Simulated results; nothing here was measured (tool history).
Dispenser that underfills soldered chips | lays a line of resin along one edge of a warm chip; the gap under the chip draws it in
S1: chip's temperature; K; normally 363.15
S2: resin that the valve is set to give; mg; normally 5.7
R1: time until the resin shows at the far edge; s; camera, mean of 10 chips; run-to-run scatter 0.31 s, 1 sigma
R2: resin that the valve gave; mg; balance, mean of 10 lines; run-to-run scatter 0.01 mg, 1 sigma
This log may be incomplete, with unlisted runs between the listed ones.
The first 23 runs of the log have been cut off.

run,hour,S1,S2,R1,R2
# hour 164.6: new syringe of resin
24,169.4,365.15,5.08,12.6,4.97
# hour 175.8: new syringe of resin
25,179.5,360.15,5.17,13.5,5.05
# hour 187.3: new syringe of resin
26,190,360.15,5.17,13,5.03
27,195.3,374.15,4.85,12.7,4.7
# hour 198.1: new syringe of resin
28,202.1,374.15,4.85,9.9,4.68
# hour 206.6: dispensing valve cleaned and set on the balance
29,209.5,362.15,5.7,19.6,5.67
# hour 210.5: new syringe of resin
30,217.2,363.15,5.78,15.6,5.75
# hour 221.7: new syringe of resin
31,222.3,363.15,5.1,10,5.05
32,226.6,361.15,5.6,14.3,5.53
# hour 232.5: new syringe of resin
33,235.4,357.15,5.78,14,5.7
34,240.6,356.15,6.1,20,6.02
# hour 243.4: new syringe of resin
35,250.4,356.15,6.1,19.8,5.99

Below are 3 alternative next runs, each starting from the tool's condition after run 35. Predict each:
# hour 254.6: new syringe of resin
A,257.3,362.15,5.21,?,?
# hour 254.6: new syringe of resin
B,257.3,352.15,7.33,?,?
# hour 254.6: new syringe of resin
C,257.3,371.15,6.1,?,?

run,R1,R2
A,12.6,5.12
B,16.4,7.18
C,9.3,5.97
With no hidden state in the tool, these same runs would have given:
run,R1,R2
A,9.9,5.22
B,13,7.31
C,7.4,6.08

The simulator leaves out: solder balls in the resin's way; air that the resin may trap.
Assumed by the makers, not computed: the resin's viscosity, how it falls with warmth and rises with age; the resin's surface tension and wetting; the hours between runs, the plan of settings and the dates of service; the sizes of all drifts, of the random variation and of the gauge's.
